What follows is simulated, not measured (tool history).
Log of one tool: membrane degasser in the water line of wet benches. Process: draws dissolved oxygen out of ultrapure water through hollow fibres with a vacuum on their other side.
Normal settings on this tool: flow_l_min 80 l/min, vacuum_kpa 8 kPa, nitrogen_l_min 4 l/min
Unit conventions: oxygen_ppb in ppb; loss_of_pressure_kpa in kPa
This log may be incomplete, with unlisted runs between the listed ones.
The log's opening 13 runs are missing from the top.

| run | hour | flow_l_min | vacuum_kpa | nitrogen_l_min | oxygen_ppb | loss_of_pressure_kpa |
|---|---|---|---|---|---|---|
| 14 | 1234.7 | 80 | 5.5 | 4 | 117.8 | 30.02 |
| 15 | 1313.8 | 98 | 8 | 4 | 278.1 | 36.74 |
| 16 | 1426.7 | 82 | 8 | 4 | 237.3 | 30.53 |
| 17 | 1518.7 | 79 | 14.93 | 1.72 | 978.7 | 29.52 |
| 18 | 1626.6 | 124 | 14.93 | 1.63 | 1366.1 | 46.35 |
| 19 | 1739.6 | 124 | 14.93 | 1.63 | 1393.7 | 46.55 |
| 20 | 1834.4 | 124 | 14.93 | 1.63 | 1389.9 | 46.24 |
| 21 | 1912.5 | 50 | 5.45 | 4 | 69.9 | 18.91 |
| 22 | 1986 | 50 | 5.45 | 4 | 72 | 18.53 |
| 23 | 2045 | 50 | 5.45 | 4 | 72.7 | 18.73 |
| 24 | 2109.9 | 52 | 5.45 | 8.16 | 38.8 | 19.41 |
| 25 | 2166.2 | 80 | 16.14 | 2.86 | 724.1 | 30.06 |
| 26 | 2267.9 | 80 | 14.86 | 2.39 | 773.3 | 29.92 |
| 27 | 2370.4 | 61 | 6.95 | 4 | 141.9 | 22.96 |
| 28 | 2502.7 | 61 | 6.95 | 4 | 137.9 | 23.04 |
| 29 | 2574 | 91 | 6.39 | 8.67 | 105.1 | 34.35 |
| 30 | 2654.1 | 80 | 13.44 | 4 | 449.8 | 30.07 |
| 31 | 2756.9 | 80 | 13.44 | 4 | 452.8 | 30 |
| 32 | 2834.4 | 80 | 13.44 | 4 | 461.5 | 30.27 |

3 ways to go on from here, each from the tool as it stands after run 32. What would each give?
| A | 2963.2 | 71 | 13.44 | 8.61 | ? | ? |
| B | 2963.2 | 119 | 6.96 | 4.61 | ? | ? |
| C | 2963.2 | 80 | 11.53 | 8.83 | ? | ? |

| run | oxygen_ppb | loss_of_pressure_kpa |
|---|---|---|
| A | 212.8 | 26.85 |
| B | 270.8 | 44.79 |
| C | 193.1 | 30.29 |
With no hidden state in the tool, these same runs would have given:
| run | oxygen_ppb | loss_of_pressure_kpa |
|---|---|---|
| A | 206.1 | 26.03 |
| B | 251.5 | 43.43 |
| C | 185.5 | 29.37 |
